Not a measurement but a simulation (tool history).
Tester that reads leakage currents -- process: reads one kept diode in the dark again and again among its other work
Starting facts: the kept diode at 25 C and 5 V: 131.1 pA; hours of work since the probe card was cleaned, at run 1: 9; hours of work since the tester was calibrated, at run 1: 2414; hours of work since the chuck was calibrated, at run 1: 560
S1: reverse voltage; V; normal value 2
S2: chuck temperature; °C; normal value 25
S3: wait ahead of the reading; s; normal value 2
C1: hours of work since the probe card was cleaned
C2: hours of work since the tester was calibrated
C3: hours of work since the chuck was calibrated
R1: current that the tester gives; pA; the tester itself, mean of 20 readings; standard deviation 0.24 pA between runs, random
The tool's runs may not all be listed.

run	hour	S1	S2	S3	C1	C2	C3	R1
1	0	2	25	2	9	2414	560	70.04
2	80	2	25	2	47	2452	598	69.86
3	159.9	2	25	2	85	2490	636	69.29
4	269.2	2	31	2	137	2541	687	117.99
5	348	2	31	0.37	174	2579	725	116.74
6	440.2	2	31	0.37	218	2623	769	115.88
7	552.9	2	31	0.37	272	2676	822	116.35
8	646.8	2	25	2	316	2721	867	67.9
# hour 700.6: chuck's temperature calibrated
9	713	2	25	2	347	2751	6	77.42
# hour 721.6: tester calibrated
10	787.4	2	25	6.74	381	31	40	77.01
11	867	2	25	6.74	419	69	78	76.96
12	936.5	1.47	25	2	452	102	111	63.47
13	1033.9	1.47	25	2	498	148	157	63.04
14	1094.5	4.53	49	7.84	527	177	186	891.51
# hour 1104.1: tester calibrated, once more
15	1210.4	1	25	2.5	581	50	240	50.09
16	1324.1	4.7	22	3.01	635	104	294	95.87
17	1394	12.84	49	3.98	668	137	327	1615.86
18	1473.4	2	26	2	705	175	365	80.8
19	1527	2.83	25	2.69	731	201	390	91.07
20	1607.4	2.83	25	2.69	769	239	428	90.41
21	1712.7	2.83	25	2.69	819	289	478	90.57
22	1774.7	2	33	1.9	848	318	508	146.63
23	1841.3	1.1	40	1.94	880	350	539	181.65
24	1917.6	10.52	24	2	916	386	575	180.73
25	1988.5	10.52	24	2	950	419	609	180.06
26	2100.1	10.52	47	5.9	1003	472	662	1188.19

Hidden state or all else? Some run-to-run changes of R1, split into what the settings, what came in and random variation would give without the hidden state, and what is left for the hidden state (with any gauge scatter that isn't in both results):
Hidden state present: stray current of the dirty probe card, pA a volt; current scale over the true one, %; true chuck temperature over the reading, C; drift of the gauge itself on leakage_pa, %.
Run 16 -> 17: S1 4.7 -> 12.84, S2 22 -> 49, S3 3.01 -> 3.98. R1 +1519.99 pA: hidden state -49.11, all else +1569.1.
Run 17 -> 18: S1 12.84 -> 2, S2 49 -> 26, S3 3.98 -> 2. R1 -1535.06 pA: hidden state +47.35, all else -1582.41.
Run 25 -> 26: S2 24 -> 47, S3 2 -> 5.9. R1 +1008.13 pA: hidden state -81.05, all else +1089.18.

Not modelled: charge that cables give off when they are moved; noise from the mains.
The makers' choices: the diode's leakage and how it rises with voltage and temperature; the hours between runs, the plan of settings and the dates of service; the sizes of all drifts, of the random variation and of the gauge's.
